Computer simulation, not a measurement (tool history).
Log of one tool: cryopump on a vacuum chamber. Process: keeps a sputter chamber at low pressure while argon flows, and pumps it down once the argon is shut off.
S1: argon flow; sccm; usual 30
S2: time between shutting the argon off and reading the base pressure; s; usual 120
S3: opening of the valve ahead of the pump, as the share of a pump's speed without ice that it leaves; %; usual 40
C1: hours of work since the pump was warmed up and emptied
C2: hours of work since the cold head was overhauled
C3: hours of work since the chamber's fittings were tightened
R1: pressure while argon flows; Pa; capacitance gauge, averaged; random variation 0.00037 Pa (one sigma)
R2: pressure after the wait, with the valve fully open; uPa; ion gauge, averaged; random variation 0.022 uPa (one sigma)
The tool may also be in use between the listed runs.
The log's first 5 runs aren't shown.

| run | hour | S1 | S2 | S3 | C1 | C2 | C3 | R1 | R2 |
|---|---|---|---|---|---|---|---|---|---|
| 6 | 265 | 30 | 237 | 40 | 841 | 841 | 53 | 0.0605 | 0.46 |
| 7 | 340.7 | 23 | 120 | 40 | 873 | 873 | 84 | 0.0464 | 0.73 |
| 8 | 400.7 | 30 | 120 | 40 | 898 | 898 | 109 | 0.0612 | 0.79 |
| 9 | 468.8 | 30 | 120 | 40 | 926 | 926 | 137 | 0.0612 | 0.8 |
| 10 | 503.2 | 30 | 120 | 40 | 940 | 940 | 152 | 0.0607 | 0.82 |
| 11 | 575.7 | 30 | 120 | 40 | 970 | 970 | 182 | 0.0612 | 0.8 |
| 12 | 655.2 | 30 | 120 | 40 | 1004 | 1004 | 215 | 0.061 | 0.86 |
| 13 | 726.1 | 30 | 120 | 40 | 1033 | 1033 | 245 | 0.0613 | 0.88 |
|  | 767.1 | pump warmed up, emptied and cooled again |
| 14 | 768 | 30 | 120 | 40 | 0 | 1048 | 260 | 0.0584 | 0.85 |
| 15 | 810.8 | 30 | 120 | 33 | 18 | 1066 | 278 | 0.0697 | 0.87 |
| 16 | 878.1 | 30 | 120 | 33 | 46 | 1094 | 306 | 0.0705 | 0.92 |
| 17 | 945.5 | 30 | 120 | 33 | 74 | 1122 | 334 | 0.0705 | 0.91 |
| 18 | 995.2 | 30 | 120 | 33 | 95 | 1143 | 355 | 0.0701 | 0.93 |
| 19 | 1048 | 30 | 120 | 33 | 117 | 1165 | 376 | 0.0707 | 0.89 |
| 20 | 1110.7 | 30 | 120 | 33 | 143 | 1191 | 403 | 0.0703 | 0.95 |
| 21 | 1159.8 | 30 | 120 | 33 | 163 | 1211 | 423 | 0.0705 | 0.94 |
| 22 | 1212.2 | 26 | 27 | 52 | 185 | 1233 | 445 | 0.0392 | 2.73 |
| 23 | 1259.9 | 30 | 123 | 42 | 205 | 1253 | 465 | 0.056 | 1.05 |
| 24 | 1310.5 | 15 | 120 | 38 | 226 | 1274 | 486 | 0.0311 | 1.01 |
| 25 | 1375.6 | 24 | 120 | 47 | 253 | 1301 | 513 | 0.0396 | 1.05 |
| 26 | 1415.2 | 30 | 175 | 29 | 270 | 1318 | 529 | 0.0813 | 0.95 |
| 27 | 1459.5 | 30 | 175 | 29 | 288 | 1336 | 548 | 0.0805 | 0.93 |
| 28 | 1509.4 | 50 | 119 | 43 | 309 | 1357 | 569 | 0.0917 | 1.1 |

Run 29 comes next. What will it give?
| 29 | 1550.7 | 50 | 119 | 43 | 326 | 1374 | 586 | ? | ? |

Run 29 gave R1 0.0913 Pa, R2 1.1 uPa.
Without the tool's hidden state the same run would have given R1 0.0887 Pa, R2 0.62 uPa.

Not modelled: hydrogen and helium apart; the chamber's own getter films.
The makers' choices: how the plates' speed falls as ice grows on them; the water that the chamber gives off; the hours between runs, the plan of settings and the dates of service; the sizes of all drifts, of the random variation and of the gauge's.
